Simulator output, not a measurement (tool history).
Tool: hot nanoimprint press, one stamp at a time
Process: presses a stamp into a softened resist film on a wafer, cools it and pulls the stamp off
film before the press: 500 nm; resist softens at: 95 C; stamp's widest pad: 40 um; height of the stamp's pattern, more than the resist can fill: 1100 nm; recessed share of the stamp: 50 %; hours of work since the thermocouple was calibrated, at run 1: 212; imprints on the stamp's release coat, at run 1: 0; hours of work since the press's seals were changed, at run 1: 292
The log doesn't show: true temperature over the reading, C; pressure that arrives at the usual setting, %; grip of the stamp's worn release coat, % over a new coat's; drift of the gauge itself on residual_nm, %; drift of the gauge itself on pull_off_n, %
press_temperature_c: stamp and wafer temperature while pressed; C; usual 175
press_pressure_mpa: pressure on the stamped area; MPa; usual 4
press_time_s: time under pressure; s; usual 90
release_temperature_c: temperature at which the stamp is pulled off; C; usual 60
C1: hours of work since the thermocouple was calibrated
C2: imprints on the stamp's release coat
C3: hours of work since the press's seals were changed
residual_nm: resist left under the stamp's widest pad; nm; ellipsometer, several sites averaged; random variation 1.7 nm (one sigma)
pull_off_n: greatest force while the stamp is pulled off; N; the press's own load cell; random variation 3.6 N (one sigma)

Run 1, hour 0: usual settings; C1 212; C2 0; C3 292. Result: residual_nm 286.1 nm, pull_off_n 173 N.
Run 2, hour 39.6: usual settings; C1 238; C2 118; C3 318. Result: residual_nm 287.5 nm, pull_off_n 185 N.
Run 3, hour 100.4: usual settings but press_time_s 123 s; C1 277; C2 300; C3 357. Result: residual_nm 262.4 nm, pull_off_n 181 N.
Run 4, hour 139.1: usual settings but press_time_s 123 s; C1 302; C2 416; C3 382. Result: residual_nm 262 nm, pull_off_n 187 N.
Run 5, hour 212.5: usual settings but press_time_s 123 s; C1 349; C2 636; C3 429. Result: residual_nm 265.6 nm, pull_off_n 200 N.
Run 6, hour 252.1: usual settings but press_temperature_c 166 C; C1 375; C2 754; C3 455. Result: residual_nm 394.8 nm, pull_off_n 202 N.
Run 7, hour 306.9: usual settings but press_temperature_c 171 C; C1 410; C2 918; C3 490. Result: residual_nm 339.2 nm, pull_off_n 210 N.
Run 8, hour 358.1: usual settings but press_temperature_c 171 C; C1 443; C2 1071; C3 523. Result: residual_nm 344 nm, pull_off_n 212 N.
Run 9, hour 418.8: usual settings but press_time_s 74 s; C1 482; C2 1253; C3 562. Result: residual_nm 321.4 nm, pull_off_n 217 N.
Run 10, hour 486.8: usual settings but press_time_s 74 s; C1 526; C2 1456; C3 606. Result: residual_nm 323.7 nm, pull_off_n 235 N.
At hour 501.9: plate thermocouple calibrated.
Run 11, hour 553.8: usual settings but press_time_s 74 s; C1 34; C2 1648; C3 647. Result: residual_nm 294.6 nm, pull_off_n 241 N.
Run 12, hour 610.9: usual settings but press_time_s 66 s; C1 70; C2 1818; C3 684. Result: residual_nm 308.6 nm, pull_off_n 257 N.
At hour 661.5: stamp cleaned and given a new release coat.
Run 13, hour 673.8: usual settings but press_time_s 66 s; C1 107; C2 37; C3 721. Result: residual_nm 309.6 nm, pull_off_n 179 N.
Run 14, hour 715.4: usual settings but press_time_s 66 s; C1 134; C2 161; C3 748. Result: residual_nm 310.2 nm, pull_off_n 182 N.
Run 15, hour 790.5: usual settings but press_time_s 66 s; C1 182; C2 386; C3 796. Result: residual_nm 313.2 nm, pull_off_n 186 N.
Run 16, hour 862.8: usual settings but press_pressure_mpa 3.6 MPa, press_time_s 66 s, release_temperature_c 67 C; C1 229; C2 602; C3 843. Result: residual_nm 328.8 nm, pull_off_n 191 N.
Run 17, hour 897.9: usual settings but press_time_s 48 s, release_temperature_c 58 C; C1 252; C2 707; C3 866. Result: residual_nm 347.1 nm, pull_off_n 205 N.
Run 18, hour 946.1: usual settings but press_temperature_c 176 C, press_time_s 74 s, release_temperature_c 58 C; C1 283; C2 851; C3 897. Result: residual_nm 298.2 nm, pull_off_n 213 N.
Run 19, hour 995.9: usual settings but press_temperature_c 166 C, press_pressure_mpa 3.61 MPa, release_temperature_c 45 C; C1 315; C2 1000; C3 929. Result: residual_nm 405.2 nm, pull_off_n 239 N.
Run 20, hour 1045.3: usual settings but press_temperature_c 185 C, release_temperature_c 52 C; C1 347; C2 1148; C3 961. Result: residual_nm 196.1 nm, pull_off_n 229 N.
Run 21, hour 1119.2: usual settings but press_pressure_mpa 2.47 MPa; C1 394; C2 1369; C3 1008. Result: residual_nm 352.6 nm, pull_off_n 236 N.
At hour 1168.4: press's hydraulic seals changed and the load cell set to zero.
Run 22, hour 1192.6: usual settings but press_temperature_c 169 C, press_pressure_mpa 4.59 MPa, press_time_s 128 s, release_temperature_c 49 C; C1 437; C2 1565; C3 16. Result: residual_nm 320.3 nm, pull_off_n 261 N.
Run 23, hour 1236: usual settings but press_temperature_c 177 C, press_pressure_mpa 3.65 MPa, release_temperature_c 54 C; C1 465; C2 1695; C3 44. Result: residual_nm 286.3 nm, pull_off_n 258 N.
Run 24, hour 1277: usual settings but press_temperature_c 177 C, press_pressure_mpa 3.65 MPa, release_temperature_c 54 C; C1 491; C2 1817; C3 70. Result: residual_nm 290.4 nm, pull_off_n 256 N.
At hour 1328.4: stamp cleaned and given a new release coat.
At hour 1351.1: plate thermocouple calibrated.
Run 25, hour 1352.8: usual settings but press_temperature_c 177 C, press_pressure_mpa 3.65 MPa, release_temperature_c 54 C; C1 1; C2 64; C3 113. Result: residual_nm 260.1 nm, pull_off_n 185 N.
Run 26, hour 1414: usual settings but press_time_s 56 s, release_temperature_c 49 C; C1 41; C2 247; C3 153. Result: residual_nm 316.1 nm, pull_off_n 188 N.
Run 27, hour 1482.4: usual settings but press_temperature_c 184 C, press_pressure_mpa 5.72 MPa, press_time_s 125 s, release_temperature_c 49 C; C1 85; C2 452; C3 197. Result: residual_nm 137.9 nm, pull_off_n 211 N.
Run 28, hour 1531.9: usual settings but press_temperature_c 184 C, press_pressure_mpa 5.72 MPa, press_time_s 125 s, release_temperature_c 49 C; C1 117; C2 600; C3 229. Result: residual_nm 141.3 nm, pull_off_n 210 N.
Run 29, hour 1576.2: usual settings but press_temperature_c 177 C, press_pressure_mpa 5.72 MPa, press_time_s 52 s, release_temperature_c 61 C; C1 145; C2 732; C3 257. Result: residual_nm 267.1 nm, pull_off_n 193 N.

3 ways to go on from here, each from the tool as it stands after run 29. What would each give?
Run A, hour 1633.1: usual settings but press_temperature_c 181 C, press_pressure_mpa 3.97 MPa, press_time_s 52 s, release_temperature_c 61 C; C1 182; C2 903; C3 294. Result: residual_nm ?, pull_off_n ?.
Run B, hour 1633.1: usual settings but press_temperature_c 180 C, press_pressure_mpa 5.72 MPa, press_time_s 52 s, release_temperature_c 61 C; C1 182; C2 903; C3 294. Result: residual_nm ?, pull_off_n ?.
Run C, hour 1633.1: usual settings but press_temperature_c 186 C, press_pressure_mpa 5.72 MPa, press_time_s 50 s, release_temperature_c 50 C; C1 182; C2 903; C3 294. Result: residual_nm ?, pull_off_n ?.

run  residual_nm  pull_off_n
  A        269.8         210
  B        238.6         208
  C        188.4         231
Without the tool's hidden state the same runs would have given:
run  residual_nm  pull_off_n
  A        259.5         171
  B        228.4         170
  C        180.2         189
